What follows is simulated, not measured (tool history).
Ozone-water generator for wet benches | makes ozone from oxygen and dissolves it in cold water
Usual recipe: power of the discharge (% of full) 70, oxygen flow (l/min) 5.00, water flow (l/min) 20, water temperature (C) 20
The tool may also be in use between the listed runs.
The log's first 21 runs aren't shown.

run    hour  power of the discharge (% of full)  oxygen flow (l/min)  water flow (l/min)  water temperature (C)  dissolved ozone (ppm)  ozone in the gas ahead of the water (g/m3)
 22  1044.1                                  70                 3.01                  20                     19                   18.0                                       210.9
 23  1088.0                                  70                 5.69                  20                     14                   21.9                                       162.3
 24  1137.0                                  89                 5.00                  20                     13                   25.6                                       199.2
 25  1179.8                                  48                 8.07                  18                     13                   19.1                                       107.1
 26  1242.8                                  68                 4.19                  17                     15                   22.7                                       179.8
 27  1285.0                                  68                 4.19                  17                     15                   22.6                                       180.5
 28  1360.4                                  83                 5.00                  20                     20                   22.2                                       190.3
 29  1409.5                                  40                 5.08                  17                     20                   15.2                                       114.8
 30  1445.0                                  86                 5.08                  17                     12                   28.6                                       193.3
 31  1503.7                                  80                 5.08                  17                     12                   27.2                                       184.9
 32  1574.7                                  80                 5.08                  17                     12                   27.1                                       183.4

4 ways to go on from here, each from the tool as it stands after run 32. What would each give?
  A  1610.3                                  80                 5.08                  17                     21                      ?                                           ?
  B  1610.3                                  85                 5.08                  14                     14                      ?                                           ?
  C  1610.3                                  70                 5.00                  27                     13                      ?                                           ?
  D  1610.3                                  70                 5.00                  21                     20                      ?                                           ?

run  dissolved ozone (ppm)  ozone in the gas ahead of the water (g/m3)
  A                   23.8                                       185.4
  B                   31.1                                       190.7
  C                   16.8                                       168.8
  D                   19.0                                       172.2
Without the tool's unlogged condition, the same runs would have read:
run  dissolved ozone (ppm)  ozone in the gas ahead of the water (g/m3)
  A                   25.2                                       193.7
  B                   32.9                                       199.6
  C                   17.8                                       175.8
  D                   20.1                                       179.3
